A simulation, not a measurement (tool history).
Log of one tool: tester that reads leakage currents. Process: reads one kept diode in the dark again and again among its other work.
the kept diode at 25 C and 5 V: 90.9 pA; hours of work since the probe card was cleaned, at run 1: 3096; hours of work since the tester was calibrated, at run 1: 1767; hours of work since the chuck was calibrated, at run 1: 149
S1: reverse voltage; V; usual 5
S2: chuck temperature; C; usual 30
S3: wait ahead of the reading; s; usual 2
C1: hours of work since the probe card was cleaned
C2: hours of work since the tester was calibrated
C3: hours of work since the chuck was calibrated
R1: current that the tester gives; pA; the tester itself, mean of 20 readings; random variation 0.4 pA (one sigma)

{"run": 1, "day": 0.0, "S1": 5, "S2": 30, "S3": 2, "C1": 3096, "C2": 1767, "C3": 149, "R1": 135.76}
{"run": 2, "day": 1.992, "S1": 5, "S2": 30, "S3": 2, "C1": 3127, "C2": 1797, "C3": 180, "R1": 134.71}
{"run": 3, "day": 3.862, "S1": 5, "S2": 30, "S3": 2, "C1": 3156, "C2": 1826, "C3": 208, "R1": 134.2}
{"run": 4, "day": 7.767, "S1": 5, "S2": 30, "S3": 2, "C1": 3216, "C2": 1886, "C3": 268, "R1": 133.2}
{"run": 5, "day": 12.183, "S1": 11.21, "S2": 30, "S3": 2, "C1": 3284, "C2": 1954, "C3": 336, "R1": 213.33}
{"run": 6, "day": 14.762, "S1": 11.21, "S2": 30, "S3": 2, "C1": 3323, "C2": 1994, "C3": 376, "R1": 212.49}
{"run": 7, "day": 17.454, "S1": 5, "S2": 37, "S3": 4.72, "C1": 3365, "C2": 2035, "C3": 417, "R1": 214.3}
{"run": 8, "day": 19.875, "S1": 11.89, "S2": 21, "S3": 6.72, "C1": 3402, "C2": 2072, "C3": 455, "R1": 116.72}
{"run": 9, "day": 23.712, "S1": 11.89, "S2": 21, "S3": 6.72, "C1": 3461, "C2": 2131, "C3": 513, "R1": 116.17}
{"run": 10, "day": 26.858, "S1": 9.56, "S2": 26, "S3": 8.87, "C1": 3509, "C2": 2180, "C3": 562, "R1": 143.54}
{"run": 11, "day": 28.854, "S1": 9.56, "S2": 48, "S3": 8.87, "C1": 3540, "C2": 2210, "C3": 593, "R1": 626.02}

4 ways to go on from here, each from the tool as it stands after run 11. What would each give?
{"run": "A", "day": 32.271, "S1": 13.78, "S2": 48, "S3": 1.1, "C1": 3593, "C2": 2263, "C3": 645, "R1": "?"}
{"run": "B", "day": 32.271, "S1": 5, "S2": 30, "S3": 3.26, "C1": 3593, "C2": 2263, "C3": 645, "R1": "?"}
{"run": "C", "day": 32.271, "S1": 2.48, "S2": 46, "S3": 2.12, "C1": 3593, "C2": 2263, "C3": 645, "R1": "?"}
{"run": "D", "day": 32.271, "S1": 4.61, "S2": 30, "S3": 0.31, "C1": 3593, "C2": 2263, "C3": 645, "R1": "?"}

run=A R1=768.14
run=B R1=129.01
run=C R1=252.24
run=D R1=123.61
Without the tool's hidden state the same runs would have given:
run=A R1=794.81
run=B R1=131.91
run=C R1=263.16
run=D R1=126.51
